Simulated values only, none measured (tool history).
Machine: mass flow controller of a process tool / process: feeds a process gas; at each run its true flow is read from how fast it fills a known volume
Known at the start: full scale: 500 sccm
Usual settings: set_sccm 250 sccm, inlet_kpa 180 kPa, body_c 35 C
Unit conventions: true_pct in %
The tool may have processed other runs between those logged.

run	day	set_sccm	inlet_kpa	body_c	true_pct
1	0	250	180	35	97.05
2	10.171	215	180	35	96.89
3	21.192	250	180	35	97.01
4	28.033	250	180	35	97.04
5	34.292	250	180	35	96.91
6	41.162	250	180	35	96.77
7	46.671	250	141	35	96.66
8	51.129	250	180	35	96.79
9	60.771	250	180	35	96.72
10	67.275	250	180	35	96.54
11	77.667	250	180	35	96.7
12	82.683	250	180	35	96.48
13	88.817	250	180	35	96.44
14	95.288	250	180	35	96.4
15	100.529	250	183	35	96.44
16	108.125	92	217	35	94.78
17	118.25	184	180	24	96.69
18	127.6	184	180	24	96.56
19	134.904	184	180	24	96.5
20	142.4	184	180	24	96.36
21	150.533	126	245	36	94.94
22	159.346	250	180	34	95.95
23	164.225	393	236	24	97.6
24	170.179	393	211	24	97.55
25	177.217	393	211	24	97.43
26	181.958	393	211	31	96.85
27	188.742	393	211	31	96.87
28	197.904	393	211	31	96.7

Branching from run 28: 3 alternative next runs. What would each branch give?
A	205.825	227	259	27	?
B	205.825	66	271	31	?
C	205.825	362	180	29	?

run	true_pct
A	96.3
B	92.67
C	96.71
What these runs would have given with no unlogged condition in the tool:
run	true_pct
A	99.42
B	98.72
C	99.38
